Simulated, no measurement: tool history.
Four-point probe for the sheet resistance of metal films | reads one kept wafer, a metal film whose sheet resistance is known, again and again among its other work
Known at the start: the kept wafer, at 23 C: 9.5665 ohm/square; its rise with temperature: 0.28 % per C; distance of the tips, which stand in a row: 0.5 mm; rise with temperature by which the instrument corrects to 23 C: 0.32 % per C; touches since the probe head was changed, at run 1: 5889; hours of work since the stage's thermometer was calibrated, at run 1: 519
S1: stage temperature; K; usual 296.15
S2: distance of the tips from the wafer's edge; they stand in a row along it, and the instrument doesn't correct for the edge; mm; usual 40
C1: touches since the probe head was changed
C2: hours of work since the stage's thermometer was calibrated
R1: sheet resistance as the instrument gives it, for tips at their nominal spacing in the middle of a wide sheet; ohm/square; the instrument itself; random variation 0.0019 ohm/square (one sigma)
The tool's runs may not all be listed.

run	day	S1	S2	C1	C2	R1
1	0	296.15	40	5889	519	9.506235
2	0.383	296.15	40	6247	524	9.506561
3	0.946	296.15	40	6771	530	9.50526
4	1.529	296.15	10	7312	537	9.516918
5	2.104	295.15	40	7848	543	9.507931
6	2.742	295.15	40	8439	551	9.508818
7	3.354	292.15	40	9008	557	9.518459
8	3.767	296.15	4	9395	562	9.580901
9	4.425	296.15	4	10008	570	9.580765
10	5.146	296.15	4	10675	578	9.579603
11	5.762	297.15	10	11249	585	9.508727
12	6.117	301.15	42	11579	589	9.481439
# day 6.192: stage's thermometer calibrated
13	6.488	292.15	8	11907	3	9.534949
14	7.154	304.15	65	12527	11	9.465673
15	7.9	308.15	35	13218	19	9.454191
16	8.633	302.15	4	13900	28	9.55452
17	9.196	302.15	4	14426	34	9.54974

The next listed run, before its measurement:
# day 9.383: stage's thermometer calibrated, once more
18	9.838	302.15	4	15004	5	?

R1: 9.555544 ohm/square
Without the tool's hidden state the same run would have given R1 9.623195 ohm/square.
